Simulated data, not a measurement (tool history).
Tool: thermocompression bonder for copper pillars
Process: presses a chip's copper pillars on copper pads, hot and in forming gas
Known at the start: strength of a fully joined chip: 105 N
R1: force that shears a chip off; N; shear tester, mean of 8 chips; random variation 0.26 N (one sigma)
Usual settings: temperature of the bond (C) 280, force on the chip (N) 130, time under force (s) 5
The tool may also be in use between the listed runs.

{"run": 1, "hour": 0.0, "temperature of the bond (C)": 280, "force on the chip (N)": 130, "time under force (s)": 5, "R1": 66.5}
{"run": 2, "hour": 28.7, "temperature of the bond (C)": 280, "force on the chip (N)": 133, "time under force (s)": 5, "R1": 67.4}
{"run": 3, "hour": 67.4, "temperature of the bond (C)": 280, "force on the chip (N)": 133, "time under force (s)": 5, "R1": 66.4}
{"run": 4, "hour": 86.4, "temperature of the bond (C)": 280, "force on the chip (N)": 133, "time under force (s)": 5, "R1": 67}
{"run": 5, "hour": 104.9, "temperature of the bond (C)": 280, "force on the chip (N)": 133, "time under force (s)": 5, "R1": 66.7}
{"run": 6, "hour": 137.6, "temperature of the bond (C)": 266, "force on the chip (N)": 130, "time under force (s)": 5, "R1": 57}
{"run": 7, "hour": 166.5, "temperature of the bond (C)": 266, "force on the chip (N)": 130, "time under force (s)": 5, "R1": 57.1}
{"run": 8, "hour": 192.7, "temperature of the bond (C)": 266, "force on the chip (N)": 130, "time under force (s)": 5, "R1": 56.7}
{"run": 9, "hour": 212.7, "temperature of the bond (C)": 266, "force on the chip (N)": 130, "time under force (s)": 5, "R1": 56.5}
{"run": 10, "hour": 247.8, "temperature of the bond (C)": 280, "force on the chip (N)": 157, "time under force (s)": 5, "R1": 70.5}
{"hour": 251.6, "done": "forming gas filter changed"}
{"run": 11, "hour": 279.7, "temperature of the bond (C)": 280, "force on the chip (N)": 157, "time under force (s)": 5, "R1": 72.5}
{"run": 12, "hour": 311.3, "temperature of the bond (C)": 280, "force on the chip (N)": 157, "time under force (s)": 5, "R1": 72.4}
{"run": 13, "hour": 347.7, "temperature of the bond (C)": 280, "force on the chip (N)": 157, "time under force (s)": 5, "R1": 72}
{"run": 14, "hour": 373.8, "temperature of the bond (C)": 280, "force on the chip (N)": 157, "time under force (s)": 5, "R1": 72}
{"run": 15, "hour": 409.7, "temperature of the bond (C)": 280, "force on the chip (N)": 157, "time under force (s)": 5, "R1": 71.7}
{"hour": 429.9, "done": "heater calibrated with a thermocouple chip"}
{"run": 16, "hour": 433.7, "temperature of the bond (C)": 252, "force on the chip (N)": 108, "time under force (s)": 3, "R1": 40.2}
{"run": 17, "hour": 464.9, "temperature of the bond (C)": 252, "force on the chip (N)": 108, "time under force (s)": 3, "R1": 39.7}
{"run": 18, "hour": 491.4, "temperature of the bond (C)": 252, "force on the chip (N)": 108, "time under force (s)": 3, "R1": 39.7}
{"run": 19, "hour": 511.2, "temperature of the bond (C)": 262, "force on the chip (N)": 108, "time under force (s)": 3, "R1": 45}
{"run": 20, "hour": 546.4, "temperature of the bond (C)": 262, "force on the chip (N)": 108, "time under force (s)": 3, "R1": 44.8}
{"run": 21, "hour": 570.5, "temperature of the bond (C)": 281, "force on the chip (N)": 108, "time under force (s)": 3, "R1": 55.7}
{"run": 22, "hour": 587.0, "temperature of the bond (C)": 254, "force on the chip (N)": 123, "time under force (s)": 12, "R1": 67.9}
{"run": 23, "hour": 613.0, "temperature of the bond (C)": 280, "force on the chip (N)": 120, "time under force (s)": 5, "R1": 67.2}
{"run": 24, "hour": 646.9, "temperature of the bond (C)": 278, "force on the chip (N)": 186, "time under force (s)": 4, "R1": 74.2}
{"run": 25, "hour": 670.6, "temperature of the bond (C)": 257, "force on the chip (N)": 126, "time under force (s)": 5, "R1": 54.4}

Run 26 comes next. What will it give?
{"run": 26, "hour": 701.1, "temperature of the bond (C)": 286, "force on the chip (N)": 143, "time under force (s)": 6, "R1": "?"}

Run 26 gave R1 78.5 N.
Without the tool's hidden state the same run would have given R1 80.1 N.

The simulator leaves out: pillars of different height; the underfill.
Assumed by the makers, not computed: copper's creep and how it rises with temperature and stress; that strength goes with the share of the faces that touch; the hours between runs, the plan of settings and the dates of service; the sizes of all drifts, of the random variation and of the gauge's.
